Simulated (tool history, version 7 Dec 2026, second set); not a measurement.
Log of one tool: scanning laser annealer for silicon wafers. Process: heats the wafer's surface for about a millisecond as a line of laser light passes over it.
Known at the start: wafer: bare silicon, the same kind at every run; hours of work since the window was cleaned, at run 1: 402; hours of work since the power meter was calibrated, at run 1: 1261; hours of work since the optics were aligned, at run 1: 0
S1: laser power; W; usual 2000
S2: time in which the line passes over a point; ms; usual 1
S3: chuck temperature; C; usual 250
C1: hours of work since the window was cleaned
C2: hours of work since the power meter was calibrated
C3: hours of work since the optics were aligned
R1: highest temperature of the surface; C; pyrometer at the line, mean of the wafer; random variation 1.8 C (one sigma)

{"run": 1, "hour": 0.0, "S1": 2000, "S2": 1, "S3": 250, "C1": 402, "C2": 1261, "C3": 0, "R1": 970}
{"run": 2, "hour": 26.8, "S1": 2000, "S2": 1, "S3": 250, "C1": 418, "C2": 1277, "C3": 16, "R1": 969}
{"run": 3, "hour": 68.8, "S1": 2110, "S2": 1, "S3": 250, "C1": 442, "C2": 1301, "C3": 40, "R1": 1003}
{"hour": 107.1, "done": "window over the wafer cleaned"}
{"run": 4, "hour": 109.6, "S1": 2110, "S2": 1, "S3": 250, "C1": 1, "C2": 1324, "C3": 62, "R1": 1034}
{"run": 5, "hour": 149.6, "S1": 2110, "S2": 1, "S3": 250, "C1": 25, "C2": 1347, "C3": 86, "R1": 1026}
{"run": 6, "hour": 184.5, "S1": 2019, "S2": 1, "S3": 250, "C1": 45, "C2": 1367, "C3": 106, "R1": 993}
{"run": 7, "hour": 218.2, "S1": 2019, "S2": 1, "S3": 250, "C1": 64, "C2": 1387, "C3": 125, "R1": 998}
{"run": 8, "hour": 274.8, "S1": 1763, "S2": 1, "S3": 250, "C1": 97, "C2": 1420, "C3": 158, "R1": 894}
{"run": 9, "hour": 328.0, "S1": 1763, "S2": 1, "S3": 250, "C1": 128, "C2": 1450, "C3": 189, "R1": 896}
{"run": 10, "hour": 376.7, "S1": 2109, "S2": 1, "S3": 250, "C1": 156, "C2": 1479, "C3": 217, "R1": 1017}
{"run": 11, "hour": 404.5, "S1": 2109, "S2": 1, "S3": 250, "C1": 172, "C2": 1495, "C3": 233, "R1": 1020}
{"run": 12, "hour": 458.5, "S1": 2109, "S2": 1, "S3": 250, "C1": 204, "C2": 1526, "C3": 265, "R1": 1017}
{"run": 13, "hour": 483.2, "S1": 2000, "S2": 1, "S3": 250, "C1": 218, "C2": 1540, "C3": 279, "R1": 977}
{"run": 14, "hour": 511.1, "S1": 2000, "S2": 1, "S3": 250, "C1": 234, "C2": 1557, "C3": 295, "R1": 975}
{"run": 15, "hour": 568.8, "S1": 2160, "S2": 1, "S3": 224, "C1": 268, "C2": 1590, "C3": 329, "R1": 1009}

Run 16 comes next. What will it give?
{"run": 16, "hour": 606.1, "S1": 2160, "S2": 1, "S3": 224, "C1": 289, "C2": 1612, "C3": 350, "R1": "?"}

{"run 16": {"R1": 1006}}
Without the tool's hidden state the same run would have given R1 1033 C.
